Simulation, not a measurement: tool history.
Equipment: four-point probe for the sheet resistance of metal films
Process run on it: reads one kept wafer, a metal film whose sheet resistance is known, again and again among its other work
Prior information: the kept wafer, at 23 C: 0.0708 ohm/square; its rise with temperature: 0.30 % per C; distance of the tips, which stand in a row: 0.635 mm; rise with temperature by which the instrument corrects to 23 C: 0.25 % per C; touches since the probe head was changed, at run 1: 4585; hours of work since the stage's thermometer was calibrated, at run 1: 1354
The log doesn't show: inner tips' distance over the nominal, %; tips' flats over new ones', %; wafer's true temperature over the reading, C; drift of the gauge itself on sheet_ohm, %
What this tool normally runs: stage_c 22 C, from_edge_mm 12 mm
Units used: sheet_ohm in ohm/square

run    day  stage_c  from_edge_mm  touches since the probe head was changed  hours of work since the stage's thermometer was calibrated  sheet_ohm
  1      0       22            12                                      4585                                                        1354   0.071101
  2  0.629       22            12                                      5005                                                        1362    0.07109
  3  0.896       28            12                                      5183                                                        1366   0.071296
  4  1.175       22             3                                      5370                                                        1370   0.072656
  5  1.588       22             3                                      5648                                                        1375   0.072647
  6  2.204       22            10                                      6060                                                        1383   0.071149
  7  2.721       22            10                                      6406                                                        1390   0.071162
  8  3.321       22            10                                      6808                                                        1398   0.071149
  9  3.633       23            12                                      7017                                                        1403   0.071105
 10  4.175       22            24                                      7379                                                        1410   0.071012
 11  4.808       22             3                                      7802                                                        1418   0.072646
 12  5.346       29             3                                      8162                                                        1426   0.072873
 13  5.912       30            26                                      8540                                                        1433   0.071283
 14  6.525       22            66                                      8951                                                        1441   0.070995
 15  6.988       26             4                                      9261                                                        1448   0.072083
 16  7.521       26             4                                      9615                                                        1455   0.072069

Alternative continuations, all from the tool just after run 16; predict every row:
  A  8.1       19             7                                     10003                                                        1462          ?
  B  8.1       25             4                                     10003                                                        1462          ?
  C  8.1       31            47                                     10003                                                        1462          ?

run  sheet_ohm
  A    0.07117
  B   0.072015
  C   0.071283
Take away the tool's hidden state, keep each run's random variation, and the runs would have read:
run  sheet_ohm
  A   0.070963
  B   0.071806
  C   0.071075
